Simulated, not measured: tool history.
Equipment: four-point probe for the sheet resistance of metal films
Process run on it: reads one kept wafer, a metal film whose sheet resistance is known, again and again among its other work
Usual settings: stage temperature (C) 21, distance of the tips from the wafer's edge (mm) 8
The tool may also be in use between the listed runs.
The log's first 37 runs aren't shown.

run   hour  stage temperature (C)  distance of the tips from the wafer's edge (mm)  touches since the probe head was changed  hours of work since the stage's thermometer was calibrated  sheet resistance as the instrument gives it (ohm/square)
 38  687.1                     34                                               10                                     61364                                                          16                                                  0.044348
 39  699.9                     22                                               15                                     61863                                                          22                                                  0.043966
 40  713.6                     22                                               57                                     62396                                                          28                                                  0.043845
 41  725.5                     22                                               57                                     62860                                                          33                                                  0.043843
 42  742.9                     22                                               57                                     63535                                                          41                                                  0.043856
 43  754.5                     23                                               45                                     63988                                                          46                                                  0.043879
 44  769.4                     23                                               45                                     64567                                                          53                                                  0.043897
 45  794.1                     21                                               27                                     65527                                                          64                                                  0.043873

Here are 4 independent what-if runs from the current tool condition. What would each one return?
  A  807.7                     34                                                6                                     66057                                                          70                                                         ?
  B  807.7                     21                                               13                                     66057                                                          70                                                         ?
  C  807.7                     28                                               27                                     66057                                                          70                                                         ?
  D  807.7                     21                                               14                                     66057                                                          70                                                         ?

run  sheet resistance as the instrument gives it (ohm/square)
  A                                                  0.044733
  B                                                  0.043947
  C                                                  0.044018
  D                                                  0.043935
Take away the tool's hidden state, keep each run's random variation, and the runs would have read:
run  sheet resistance as the instrument gives it (ohm/square)
  A                                                  0.044976
  B                                                  0.044186
  C                                                  0.044258
  D                                                  0.044174
